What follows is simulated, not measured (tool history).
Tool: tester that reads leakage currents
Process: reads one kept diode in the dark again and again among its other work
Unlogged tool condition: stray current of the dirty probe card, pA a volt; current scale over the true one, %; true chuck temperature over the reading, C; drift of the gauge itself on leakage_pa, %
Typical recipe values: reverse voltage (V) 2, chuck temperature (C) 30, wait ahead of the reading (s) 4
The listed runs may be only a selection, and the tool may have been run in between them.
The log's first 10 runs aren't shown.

run,hour,reverse voltage (V),chuck temperature (C),wait ahead of the reading (s),hours of work since the probe card was cleaned,hours of work since the tester was calibrated,hours of work since the chuck was calibrated,current that the tester gives (pA)
11,1494.1,2.22,37,9.42,2068,2840,71,303.27
# hour 1509.2: probe card cleaned and baked
12,1611,4.75,30,4,59,2906,137,225.84
13,1717.5,4.75,30,4,120,2967,199,226.64
14,1907.8,2,34,4,230,3077,308,230.46
15,2039.8,2,34,4,306,3153,385,229.84
16,2240.9,2,34,4,422,3269,501,228.15
17,2377.6,2,30,4,501,3348,579,165.42
# hour 2505: probe card cleaned and baked, once more
18,2583.2,2,30,4,45,3465,696,161.23
19,2729.2,2,30,4,129,3549,781,160.32
20,2934.2,2,30,4,248,3667,899,160.42
21,3060.5,3.12,40,1.71,320,3740,972,403.56
22,3167.2,6.14,34,7.1,382,3802,1033,314.43
23,3260.5,1.22,34,5.26,436,3855,1087,186.86
24,3439.7,1.34,30,0.38,539,3959,1190,138.7
25,3645.1,13.76,34,0.84,658,4077,1309,408.18
26,3744.9,13.76,34,0.84,715,4135,1366,408.08
27,3897.8,13.76,34,0.84,803,4223,1455,406.94
# hour 3963.5: tester calibrated
28,4004.1,2.23,30,2,864,23,1515,166.18
29,4186.6,4.57,25,0.43,969,129,1620,140.22
30,4290.1,14.02,30,3.34,1029,188,1680,301.06
31,4420.8,2,30,5.81,1104,264,1755,157.97
32,4613.7,2.07,50,4,1215,375,1866,738.04

Run 33 has not been measured yet. What should we expect?
33,4746.9,9.53,30,4,1292,452,1943,?

Run 33 came out at current that the tester gives (pA) 263.44.
The same run, on a tool lacking any hidden state, would have yielded current that the tester gives (pA) 282.21.
